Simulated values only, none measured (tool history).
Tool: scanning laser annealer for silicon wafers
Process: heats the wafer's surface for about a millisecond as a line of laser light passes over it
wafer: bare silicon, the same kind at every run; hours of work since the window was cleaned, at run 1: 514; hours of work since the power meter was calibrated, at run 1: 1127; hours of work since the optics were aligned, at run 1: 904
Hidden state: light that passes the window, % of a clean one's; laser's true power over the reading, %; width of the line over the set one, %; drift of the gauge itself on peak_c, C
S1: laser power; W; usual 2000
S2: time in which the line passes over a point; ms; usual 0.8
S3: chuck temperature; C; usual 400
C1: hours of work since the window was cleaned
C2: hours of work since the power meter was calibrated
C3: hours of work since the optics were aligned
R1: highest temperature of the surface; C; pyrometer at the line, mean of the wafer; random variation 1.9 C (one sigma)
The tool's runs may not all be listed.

{"run": 1, "hour": 0.0, "S1": 2000, "S2": 0.8, "S3": 400, "C1": 514, "C2": 1127, "C3": 904, "R1": 1047}
{"run": 2, "hour": 18.3, "S1": 2000, "S2": 0.8, "S3": 400, "C1": 527, "C2": 1140, "C3": 917, "R1": 1044}
{"run": 3, "hour": 58.9, "S1": 2000, "S2": 0.8, "S3": 400, "C1": 556, "C2": 1170, "C3": 946, "R1": 1038}
{"run": 4, "hour": 81.9, "S1": 2000, "S2": 0.8, "S3": 404, "C1": 573, "C2": 1186, "C3": 963, "R1": 1043}
{"hour": 112.9, "done": "window over the wafer cleaned"}
{"run": 5, "hour": 115.9, "S1": 1918, "S2": 0.8, "S3": 400, "C1": 2, "C2": 1210, "C3": 986, "R1": 1053}
{"run": 6, "hour": 153.2, "S1": 1809, "S2": 0.8, "S3": 400, "C1": 29, "C2": 1236, "C3": 1013, "R1": 1006}
{"run": 7, "hour": 177.1, "S1": 1809, "S2": 0.8, "S3": 400, "C1": 46, "C2": 1254, "C3": 1030, "R1": 1007}
{"run": 8, "hour": 199.7, "S1": 1809, "S2": 0.8, "S3": 400, "C1": 63, "C2": 1270, "C3": 1047, "R1": 1004}
{"run": 9, "hour": 219.2, "S1": 1951, "S2": 0.68, "S3": 424, "C1": 77, "C2": 1284, "C3": 1061, "R1": 1030}
{"run": 10, "hour": 240.7, "S1": 1960, "S2": 0.891, "S3": 362, "C1": 93, "C2": 1300, "C3": 1076, "R1": 1062}

The same runs without the tool's hidden state, with the same run-to-run variation:
run=1 R1=1109
run=2 R1=1107
run=3 R1=1103
run=4 R1=1110
run=5 R1=1071
run=6 R1=1025
run=7 R1=1027
run=8 R1=1026
run=9 R1=1053
run=10 R1=1090

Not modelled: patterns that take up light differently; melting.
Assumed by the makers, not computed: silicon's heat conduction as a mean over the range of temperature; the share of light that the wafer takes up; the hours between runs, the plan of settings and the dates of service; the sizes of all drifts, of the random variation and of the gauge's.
